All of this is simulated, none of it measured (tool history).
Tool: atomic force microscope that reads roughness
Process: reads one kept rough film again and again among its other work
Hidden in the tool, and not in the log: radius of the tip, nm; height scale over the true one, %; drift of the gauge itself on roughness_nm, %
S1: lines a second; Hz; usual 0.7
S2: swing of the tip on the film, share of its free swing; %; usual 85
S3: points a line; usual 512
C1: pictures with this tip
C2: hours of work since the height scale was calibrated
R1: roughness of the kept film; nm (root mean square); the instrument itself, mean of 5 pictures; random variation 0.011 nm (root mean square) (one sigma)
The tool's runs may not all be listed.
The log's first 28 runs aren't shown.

run 29 hour=951.2 | S1=1.635 S2=80 S3=389 | C1=108 C2=568 | R1=2.45
-- hour=967.4 new tip fitted
run 30 hour=994.4 | S1=1.635 S2=80 S3=389 | C1=35 C2=592 | R1=2.435
run 31 hour=1025.1 | S1=2.197 S2=72 S3=789 | C1=74 C2=609 | R1=2.463
run 32 hour=1063.7 | S1=2.045 S2=65 S3=670 | C1=124 C2=630 | R1=2.563
-- hour=1067.3 new tip fitted
run 33 hour=1111.7 | S1=2.045 S2=65 S3=721 | C1=58 C2=656 | R1=2.554
run 34 hour=1147.6 | S1=2.045 S2=65 S3=721 | C1=104 C2=676 | R1=2.542
-- hour=1168.6 new tip fitted
run 35 hour=1173.8 | S1=2.045 S2=62 S3=447 | C1=7 C2=690 | R1=2.58
run 36 hour=1213.6 | S1=2.045 S2=62 S3=447 | C1=59 C2=712 | R1=2.567
run 37 hour=1252.7 | S1=0.909 S2=79 S3=913 | C1=109 C2=734 | R1=2.548
-- hour=1268.3 new tip fitted
run 38 hour=1299.1 | S1=0.909 S2=79 S3=913 | C1=40 C2=759 | R1=2.576
run 39 hour=1333.3 | S1=3.23 S2=79 S3=512 | C1=84 C2=778 | R1=2.254

Forecast each of these 4 alternatives for the next run:
-- hour=1369.5 new tip fitted
run A hour=1369.5 | S1=3.23 S2=77 S3=512 | C1=0 C2=798 | R1=?
-- hour=1369.5 new tip fitted
run B hour=1369.5 | S1=3.23 S2=64 S3=875 | C1=0 C2=798 | R1=?
-- hour=1369.5 new tip fitted
run C hour=1369.5 | S1=3.264 S2=79 S3=338 | C1=0 C2=798 | R1=?
-- hour=1369.5 new tip fitted
run D hour=1369.5 | S1=0.553 S2=60 S3=304 | C1=0 C2=798 | R1=?

run=A R1=2.301
run=B R1=2.487
run=C R1=2.255
run=D R1=2.645
Without the tool's hidden state the same runs would have given:
run=A R1=2.301
run=B R1=2.488
run=C R1=2.255
run=D R1=2.645
